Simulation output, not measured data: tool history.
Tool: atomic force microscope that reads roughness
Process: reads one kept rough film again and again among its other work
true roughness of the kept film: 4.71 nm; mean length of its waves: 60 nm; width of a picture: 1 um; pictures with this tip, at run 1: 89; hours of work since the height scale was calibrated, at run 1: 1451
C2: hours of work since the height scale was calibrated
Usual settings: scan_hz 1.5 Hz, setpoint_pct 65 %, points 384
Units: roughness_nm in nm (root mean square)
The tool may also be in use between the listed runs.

{"run": 1, "day": 0.0, "scan_hz": 1.5, "setpoint_pct": 65, "points": 384, "pictures with this tip": 89, "C2": 1451, "roughness_nm": 4.42}
{"day": 0.212, "done": "height scale calibrated on a step standard"}
{"run": 2, "day": 1.8, "scan_hz": 1.5, "setpoint_pct": 65, "points": 384, "pictures with this tip": 146, "C2": 26, "roughness_nm": 4.435}
{"run": 3, "day": 3.158, "scan_hz": 1.5, "setpoint_pct": 65, "points": 384, "pictures with this tip": 190, "C2": 49, "roughness_nm": 4.407}
{"day": 3.896, "done": "new tip fitted"}
{"run": 4, "day": 4.692, "scan_hz": 1.5, "setpoint_pct": 65, "points": 384, "pictures with this tip": 26, "C2": 74, "roughness_nm": 4.584}
{"run": 5, "day": 5.629, "scan_hz": 1.5, "setpoint_pct": 65, "points": 384, "pictures with this tip": 57, "C2": 90, "roughness_nm": 4.551}
{"run": 6, "day": 6.971, "scan_hz": 0.89, "setpoint_pct": 65, "points": 384, "pictures with this tip": 100, "C2": 112, "roughness_nm": 4.558}
{"day": 7.196, "done": "height scale calibrated on a step standard, once more"}
{"run": 7, "day": 8.283, "scan_hz": 0.89, "setpoint_pct": 65, "points": 454, "pictures with this tip": 142, "C2": 18, "roughness_nm": 4.227}
{"run": 8, "day": 10.017, "scan_hz": 0.89, "setpoint_pct": 65, "points": 454, "pictures with this tip": 199, "C2": 47, "roughness_nm": 4.195}
{"day": 10.521, "done": "new tip fitted"}
{"run": 9, "day": 11.862, "scan_hz": 0.89, "setpoint_pct": 65, "points": 454, "pictures with this tip": 43, "C2": 77, "roughness_nm": 4.417}
{"run": 10, "day": 13.421, "scan_hz": 0.89, "setpoint_pct": 71, "points": 454, "pictures with this tip": 94, "C2": 103, "roughness_nm": 4.284}
{"run": 11, "day": 14.75, "scan_hz": 1.5, "setpoint_pct": 65, "points": 384, "pictures with this tip": 138, "C2": 125, "roughness_nm": 4.198}
{"run": 12, "day": 16.592, "scan_hz": 1.5, "setpoint_pct": 65, "points": 384, "pictures with this tip": 198, "C2": 156, "roughness_nm": 4.151}
{"day": 17.208, "done": "new tip fitted"}
{"run": 13, "day": 18.521, "scan_hz": 1.5, "setpoint_pct": 65, "points": 384, "pictures with this tip": 42, "C2": 188, "roughness_nm": 4.397}
{"run": 14, "day": 19.438, "scan_hz": 1.5, "setpoint_pct": 65, "points": 384, "pictures with this tip": 73, "C2": 203, "roughness_nm": 4.336}
{"run": 15, "day": 20.704, "scan_hz": 1.5, "setpoint_pct": 65, "points": 384, "pictures with this tip": 114, "C2": 224, "roughness_nm": 4.29}
{"run": 16, "day": 22.279, "scan_hz": 1.5, "setpoint_pct": 65, "points": 384, "pictures with this tip": 165, "C2": 250, "roughness_nm": 4.204}
{"day": 23.879, "done": "new tip fitted"}
{"run": 17, "day": 24.121, "scan_hz": 1.5, "setpoint_pct": 65, "points": 384, "pictures with this tip": 8, "C2": 281, "roughness_nm": 4.419}
{"run": 18, "day": 25.146, "scan_hz": 1.5, "setpoint_pct": 65, "points": 384, "pictures with this tip": 41, "C2": 298, "roughness_nm": 4.401}
{"run": 19, "day": 27.192, "scan_hz": 1.5, "setpoint_pct": 65, "points": 384, "pictures with this tip": 108, "C2": 332, "roughness_nm": 4.286}
{"run": 20, "day": 29.112, "scan_hz": 1.5, "setpoint_pct": 65, "points": 384, "pictures with this tip": 171, "C2": 364, "roughness_nm": 4.204}
{"day": 30.567, "done": "new tip fitted"}
{"run": 21, "day": 30.592, "scan_hz": 1.5, "setpoint_pct": 65, "points": 384, "pictures with this tip": 1, "C2": 388, "roughness_nm": 4.478}
{"run": 22, "day": 31.721, "scan_hz": 3.08, "setpoint_pct": 65, "points": 384, "pictures with this tip": 38, "C2": 407, "roughness_nm": 4.257}
{"run": 23, "day": 33.854, "scan_hz": 3.08, "setpoint_pct": 65, "points": 384, "pictures with this tip": 108, "C2": 442, "roughness_nm": 4.142}
{"run": 24, "day": 35.346, "scan_hz": 3.08, "setpoint_pct": 65, "points": 384, "pictures with this tip": 156, "C2": 467, "roughness_nm": 4.096}
{"run": 25, "day": 36.588, "scan_hz": 0.61, "setpoint_pct": 65, "points": 384, "pictures with this tip": 197, "C2": 488, "roughness_nm": 4.253}
{"day": 37.154, "done": "new tip fitted"}
{"run": 26, "day": 38.762, "scan_hz": 0.61, "setpoint_pct": 65, "points": 384, "pictures with this tip": 52, "C2": 524, "roughness_nm": 4.498}
{"run": 27, "day": 39.904, "scan_hz": 1.5, "setpoint_pct": 78, "points": 384, "pictures with this tip": 90, "C2": 543, "roughness_nm": 4.164}
{"run": 28, "day": 41.546, "scan_hz": 1.5, "setpoint_pct": 78, "points": 384, "pictures with this tip": 143, "C2": 570, "roughness_nm": 4.111}
{"run": 29, "day": 42.925, "scan_hz": 0.53, "setpoint_pct": 73, "points": 384, "pictures with this tip": 189, "C2": 593, "roughness_nm": 4.251}
{"day": 43.788, "done": "new tip fitted"}
{"run": 30, "day": 44.842, "scan_hz": 2.88, "setpoint_pct": 59, "points": 452, "pictures with this tip": 35, "C2": 624, "roughness_nm": 4.364}
{"run": 31, "day": 46.933, "scan_hz": 0.95, "setpoint_pct": 73, "points": 585, "pictures with this tip": 103, "C2": 659, "roughness_nm": 4.319}
{"run": 32, "day": 48.121, "scan_hz": 0.95, "setpoint_pct": 56, "points": 967, "pictures with this tip": 142, "C2": 679, "roughness_nm": 4.381}
{"run": 33, "day": 50.012, "scan_hz": 1.28, "setpoint_pct": 89, "points": 287, "pictures with this tip": 204, "C2": 710, "roughness_nm": 3.931}
{"day": 50.496, "done": "new tip fitted"}
{"run": 34, "day": 51.446, "scan_hz": 1.23, "setpoint_pct": 81, "points": 388, "pictures with this tip": 31, "C2": 734, "roughness_nm": 4.313}
{"run": 35, "day": 53.162, "scan_hz": 1.23, "setpoint_pct": 81, "points": 388, "pictures with this tip": 87, "C2": 763, "roughness_nm": 4.233}
{"run": 36, "day": 55.125, "scan_hz": 1.23, "setpoint_pct": 78, "points": 584, "pictures with this tip": 151, "C2": 795, "roughness_nm": 4.157}
{"day": 57.1, "done": "new tip fitted"}
{"run": 37, "day": 57.292, "scan_hz": 1.13, "setpoint_pct": 80, "points": 452, "pictures with this tip": 6, "C2": 831, "roughness_nm": 4.365}
{"run": 38, "day": 58.562, "scan_hz": 0.52, "setpoint_pct": 74, "points": 398, "pictures with this tip": 48, "C2": 852, "roughness_nm": 4.455}
{"run": 39, "day": 60.696, "scan_hz": 1.5, "setpoint_pct": 62, "points": 302, "pictures with this tip": 118, "C2": 888, "roughness_nm": 4.316}
{"run": 40, "day": 62.079, "scan_hz": 1.5, "setpoint_pct": 80, "points": 857, "pictures with this tip": 163, "C2": 911, "roughness_nm": 4.111}
{"run": 41, "day": 63.121, "scan_hz": 0.55, "setpoint_pct": 82, "points": 802, "pictures with this tip": 197, "C2": 928, "roughness_nm": 4.221}
{"day": 63.667, "done": "new tip fitted"}
{"run": 42, "day": 65.275, "scan_hz": 0.55, "setpoint_pct": 82, "points": 802, "pictures with this tip": 53, "C2": 963, "roughness_nm": 4.463}
{"run": 43, "day": 66.396, "scan_hz": 0.55, "setpoint_pct": 71, "points": 358, "pictures with this tip": 89, "C2": 982, "roughness_nm": 4.431}
{"run": 44, "day": 67.988, "scan_hz": 1.5, "setpoint_pct": 65, "points": 570, "pictures with this tip": 142, "C2": 1009, "roughness_nm": 4.277}
{"run": 45, "day": 69.683, "scan_hz": 1.5, "setpoint_pct": 79, "points": 403, "pictures with this tip": 197, "C2": 1037, "roughness_nm": 4.078}
{"day": 70.254, "done": "new tip fitted"}
{"run": 46, "day": 70.992, "scan_hz": 1.5, "setpoint_pct": 61, "points": 711, "pictures with this tip": 24, "C2": 1058, "roughness_nm": 4.534}
{"run": 47, "day": 73.083, "scan_hz": 0.58, "setpoint_pct": 90, "points": 470, "pictures with this tip": 93, "C2": 1093, "roughness_nm": 4.301}
{"run": 48, "day": 74.658, "scan_hz": 0.58, "setpoint_pct": 90, "points": 470, "pictures with this tip": 144, "C2": 1119, "roughness_nm": 4.223}
{"run": 49, "day": 76.433, "scan_hz": 3.67, "setpoint_pct": 90, "points": 567, "pictures with this tip": 202, "C2": 1149, "roughness_nm": 3.351}
{"day": 76.908, "done": "new tip fitted"}
{"run": 50, "day": 78.6, "scan_hz": 1.42, "setpoint_pct": 65, "points": 384, "pictures with this tip": 55, "C2": 1185, "roughness_nm": 4.415}
{"run": 51, "day": 80.629, "scan_hz": 0.75, "setpoint_pct": 75, "points": 1015, "pictures with this tip": 122, "C2": 1218, "roughness_nm": 4.318}
{"run": 52, "day": 81.621, "scan_hz": 1.43, "setpoint_pct": 65, "points": 896, "pictures with this tip": 154, "C2": 1235, "roughness_nm": 4.285}

Measured less the same run without the tool's hidden state. The same run-to-run variation is in both; the gauge's scatter may not be:
The hidden state here: radius of the tip, nm; height scale over the true one, %; drift of the gauge itself on roughness_nm, %.
run=1 roughness_nm=+0.001
run=2 roughness_nm=-0.009
run=3 roughness_nm=-0.069
run=4 roughness_nm=+0.167
run=5 roughness_nm=+0.12
run=6 roughness_nm=+0.055
run=7 roughness_nm=-0.22
run=8 roughness_nm=-0.3
run=9 roughness_nm=-0.071
run=10 roughness_nm=-0.144
run=11 roughness_nm=-0.208
run=12 roughness_nm=-0.29
run=13 roughness_nm=-0.051
run=14 roughness_nm=-0.097
run=15 roughness_nm=-0.158
run=16 roughness_nm=-0.224
run=17 roughness_nm=+0.008
run=18 roughness_nm=-0.042
run=19 roughness_nm=-0.137
run=20 roughness_nm=-0.234
run=21 roughness_nm=+0.024
run=22 roughness_nm=-0.03
run=23 roughness_nm=-0.126
run=24 roughness_nm=-0.196
run=25 roughness_nm=-0.263
run=26 roughness_nm=-0.04
run=27 roughness_nm=-0.097
run=28 roughness_nm=-0.171
run=29 roughness_nm=-0.245
run=30 roughness_nm=-0.013
run=31 roughness_nm=-0.113
run=32 roughness_nm=-0.177
run=33 roughness_nm=-0.24
run=34 roughness_nm=+0.01
run=35 roughness_nm=-0.071
run=36 roughness_nm=-0.153
run=37 roughness_nm=+0.041
run=38 roughness_nm=-0.02
run=39 roughness_nm=-0.126
run=40 roughness_nm=-0.18
run=41 roughness_nm=-0.229
run=42 roughness_nm=-0.015
run=43 roughness_nm=-0.073
run=44 roughness_nm=-0.137
run=45 roughness_nm=-0.206
run=46 roughness_nm=+0.041
run=47 roughness_nm=-0.064
run=48 roughness_nm=-0.133
run=49 roughness_nm=-0.175
run=50 roughness_nm=-0.007
run=51 roughness_nm=-0.106
run=52 roughness_nm=-0.154
